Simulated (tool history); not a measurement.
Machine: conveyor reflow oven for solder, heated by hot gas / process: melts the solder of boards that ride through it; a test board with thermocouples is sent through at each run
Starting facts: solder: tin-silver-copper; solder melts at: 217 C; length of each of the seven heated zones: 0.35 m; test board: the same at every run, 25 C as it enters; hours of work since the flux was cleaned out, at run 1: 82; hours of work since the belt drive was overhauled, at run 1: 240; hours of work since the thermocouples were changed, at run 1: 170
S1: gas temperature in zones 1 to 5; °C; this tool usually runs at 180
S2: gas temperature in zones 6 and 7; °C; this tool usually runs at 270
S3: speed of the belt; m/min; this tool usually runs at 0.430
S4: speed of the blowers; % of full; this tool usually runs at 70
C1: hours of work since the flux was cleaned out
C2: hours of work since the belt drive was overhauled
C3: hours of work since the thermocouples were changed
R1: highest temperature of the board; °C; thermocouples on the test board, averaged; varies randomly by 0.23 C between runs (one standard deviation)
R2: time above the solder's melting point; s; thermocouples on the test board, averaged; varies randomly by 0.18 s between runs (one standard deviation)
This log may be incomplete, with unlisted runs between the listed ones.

| run | day | S1 | S2 | S3 | S4 | C1 | C2 | C3 | R1 | R2 |
|---|---|---|---|---|---|---|---|---|---|---|
| 1 | 0.000 | 180 | 270 | 0.430 | 70 | 82 | 240 | 170 | 257.2 | 81.3 |
| 2 | 3.588 | 180 | 270 | 0.430 | 70 | 140 | 299 | 229 | 257.3 | 81.5 |
| 3 | 6.346 | 180 | 270 | 0.430 | 70 | 186 | 344 | 274 | 256.9 | 81.1 |
| 4 | 9.700 | 180 | 270 | 0.430 | 80 | 241 | 399 | 329 | 257.7 | 82.1 |
| 5 | 11.471 | 180 | 270 | 0.430 | 70 | 270 | 428 | 358 | 256.3 | 81.0 |
| 6 | 13.833 | 176 | 270 | 0.430 | 70 | 308 | 467 | 397 | 256.1 | 78.2 |
| 7 | 17.262 | 176 | 270 | 0.430 | 70 | 364 | 523 | 453 | 255.4 | 78.5 |
|  | 19.121 | flux residue cleaned out of gas plates and filters |
| 8 | 21.146 | 176 | 270 | 0.430 | 70 | 33 | 583 | 514 | 256.1 | 79.2 |
| 9 | 25.379 | 176 | 270 | 0.430 | 70 | 103 | 653 | 583 | 256.1 | 79.1 |
| 10 | 27.196 | 176 | 282 | 0.486 | 78 | 132 | 682 | 613 | 264.1 | 74.4 |
| 11 | 31.342 | 180 | 271 | 0.359 | 70 | 200 | 750 | 681 | 261.0 | 103.0 |
|  | 34.458 | thermocouples of zones 6 and 7 changed |
| 12 | 35.188 | 186 | 270 | 0.493 | 70 | 262 | 812 | 12 | 254.4 | 71.2 |
| 13 | 39.050 | 186 | 270 | 0.493 | 70 | 325 | 875 | 75 | 254.1 | 71.3 |
|  | 43.400 | flux residue cleaned out of gas plates and filters |
| 14 | 43.404 | 185 | 282 | 0.393 | 53 | 0 | 943 | 143 | 269.4 | 101.1 |
| 15 | 45.421 | 185 | 282 | 0.393 | 53 | 33 | 976 | 176 | 268.9 | 101.3 |
| 16 | 47.979 | 168 | 267 | 0.369 | 54 | 75 | 1018 | 218 | 254.8 | 88.9 |

Alternative continuations, all from the tool just after run 16; predict every row:
| A | 51.508 | 168 | 264 | 0.358 | 54 | 133 | 1076 | 276 | ? | ? |
| B | 51.508 | 168 | 266 | 0.413 | 68 | 133 | 1076 | 276 | ? | ? |
| C | 51.508 | 172 | 267 | 0.504 | 53 | 133 | 1076 | 276 | ? | ? |
| D | 51.508 | 180 | 268 | 0.499 | 68 | 133 | 1076 | 276 | ? | ? |

| run | R1 | R2 |
|---|---|---|
| A | 252.5 | 89.9 |
| B | 252.6 | 76.6 |
| C | 245.2 | 55.2 |
| D | 250.4 | 65.3 |
What these runs would have given with no unlogged condition in the tool:
| run | R1 | R2 |
|---|---|---|
| A | 253.4 | 88.7 |
| B | 253.6 | 75.6 |
| C | 245.9 | 54.6 |
| D | 251.3 | 64.4 |
